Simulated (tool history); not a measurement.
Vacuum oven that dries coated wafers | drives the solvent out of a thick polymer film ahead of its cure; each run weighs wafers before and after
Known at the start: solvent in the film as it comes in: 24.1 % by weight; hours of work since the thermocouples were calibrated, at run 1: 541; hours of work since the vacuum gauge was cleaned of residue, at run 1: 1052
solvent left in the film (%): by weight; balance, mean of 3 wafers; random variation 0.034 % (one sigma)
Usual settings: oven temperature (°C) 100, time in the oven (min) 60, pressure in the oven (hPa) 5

run	hour	oven temperature (°C)	time in the oven (min)	pressure in the oven (hPa)	hours of work since the thermocouples were calibrated	hours of work since the vacuum gauge was cleaned of residue	solvent left in the film (%)
1	0	100	60	5	541	1052	1.08
2	75.8	100	60	5	574	1084	1.13
# hour 98.6: vacuum gauge cleaned of residue and calibrated
3	148.6	100	60	5	604	21	1.01
4	230.3	100	60	2.93	639	56	0.94
5	300.2	100	84	5	669	86	0.41
6	386.9	100	48	5	706	123	1.77
7	447.4	100	48	5	732	149	1.83
8	499.5	100	48	5	754	171	1.76
9	546.5	100	48	5	774	191	1.79
10	610.2	100	48	5	801	219	1.87
11	701.6	100	60	5	840	258	1.04
12	740.7	100	60	5	857	275	1.06
13	833.6	100	60	5	897	314	1.14
14	929.1	100	60	5	938	355	1.13
15	979	100	60	5	959	376	1.17
16	1022.1	100	55	5	977	395	1.42
17	1074	100	55	5	1000	417	1.39
18	1162.4	100	55	5	1037	455	1.45
19	1244.2	100	55	5	1072	490	1.49
20	1283	100	55	5	1089	506	1.48
21	1324.2	100	60	5	1107	524	1.28
22	1406.5	100	60	5	1142	559	1.27
23	1474.2	100	60	16.35	1171	588	1.66
24	1524.8	100	60	16.35	1192	610	1.62
25	1592.3	102	60	16.35	1221	639	1.28
26	1671.7	102	60	16.35	1255	672	1.29
27	1725.7	102	60	16.35	1278	696	1.27
28	1818.8	102	60	16.35	1318	735	1.33
29	1887.4	115	62	9.43	1347	765	0.24
30	1946.8	100	32	5	1373	790	4.43
31	2029	94	31	2.8	1408	825	7.56
32	2110.1	100	45	5	1442	860	2.56
33	2150.8	100	45	5	1460	877	2.59
34	2189.6	111	60	5	1476	894	0.24
35	2240.6	111	60	5	1498	916	0.27
36	2297.4	111	60	5	1523	940	0.34
37	2374	108	60	14.99	1555	973	0.73
38	2422.7	108	60	14.99	1576	993	0.63
# hour 2463.3: oven's thermocouples calibrated
39	2489.6	109	36	5	11	1021	0.78
40	2573.2	109	36	5	47	1057	0.72
# hour 2657.8: vacuum gauge cleaned of residue and calibrated
41	2658	94	42	6.02	83	0	4.24
42	2734.8	97	49	4.89	115	33	2.18
43	2786.6	93	60	3.22	138	55	2.52
44	2877	97	89	3.31	176	94	0.44
45	2960.7	97	89	3.31	212	129	0.53
46	3056.5	95	56	6.76	253	170	2.47
47	3145.7	95	56	6.76	291	209	2.49
48	3218.3	100	62	16.34	322	240	1.17

3 ways to go on from here, each from the tool as it stands after run 48. What would each give?
A	3283.4	104	79	16.34	350	267	?
B	3283.4	97	107	2.85	350	267	?
C	3283.4	103	46	4.33	350	267	?

run	solvent left in the film (%)
A	0.51
B	0.22
C	1.01
Without the tool's hidden state the same runs would have given:
run	solvent left in the film (%)
A	0.47
B	0.16
C	0.89
